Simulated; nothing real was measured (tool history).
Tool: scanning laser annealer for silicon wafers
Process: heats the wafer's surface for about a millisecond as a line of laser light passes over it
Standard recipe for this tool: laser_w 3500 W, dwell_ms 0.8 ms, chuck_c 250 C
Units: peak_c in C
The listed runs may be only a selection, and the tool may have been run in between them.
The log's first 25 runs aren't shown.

Run 26, hour 364.6: usual settings but laser_w 3023 W, dwell_ms 0.843 ms, chuck_c 271 C. Result: peak_c 908 C.
Run 27, hour 374: usual settings but laser_w 3023 W, dwell_ms 0.843 ms, chuck_c 271 C. Result: peak_c 909 C.
Run 28, hour 393.9: usual settings but laser_w 3023 W, dwell_ms 0.843 ms, chuck_c 271 C. Result: peak_c 907 C.
Run 29, hour 409.1: usual settings but laser_w 3021 W. Result: peak_c 869 C.
Run 30, hour 430.5: usual settings but laser_w 3598 W, dwell_ms 0.741 ms, chuck_c 287 C. Result: peak_c 1011 C.
Run 31, hour 445.1: usual settings but laser_w 3598 W, dwell_ms 0.741 ms, chuck_c 287 C. Result: peak_c 1008 C.
At hour 455.5: laser's power meter calibrated, once more.
Run 32, hour 458.4: usual settings but laser_w 3598 W, dwell_ms 0.741 ms, chuck_c 287 C. Result: peak_c 1009 C.
Run 33, hour 476.6: usual settings but laser_w 3782 W, dwell_ms 0.741 ms, chuck_c 234 C. Result: peak_c 997 C.
At hour 489.7: window over the wafer cleaned.
Run 34, hour 497.3: usual settings but laser_w 3782 W, dwell_ms 0.741 ms, chuck_c 234 C. Result: peak_c 1040 C.
Run 35, hour 508.9: usual settings but laser_w 3682 W, dwell_ms 0.741 ms, chuck_c 240 C. Result: peak_c 1023 C.

Forecast each of these 4 alternatives for the next run:
Run A, hour 524.3: usual settings but laser_w 3682 W, dwell_ms 0.779 ms, chuck_c 240 C. Result: peak_c ?.
Run B, hour 524.3: usual settings but laser_w 3632 W. Result: peak_c ?.
Run C, hour 524.3: usual settings but laser_w 3813 W, dwell_ms 0.871 ms, chuck_c 251 C. Result: peak_c ?.
Run D, hour 524.3: usual settings but laser_w 3050 W, dwell_ms 0.775 ms, chuck_c 238 C. Result: peak_c ?.

run  peak_c
  A    1039
  B    1050
  C    1131
  D     889
Take away the tool's hidden state, keep each run's random variation, and the runs would have read:
run  peak_c
  A    1049
  B    1060
  C    1142
  D     896
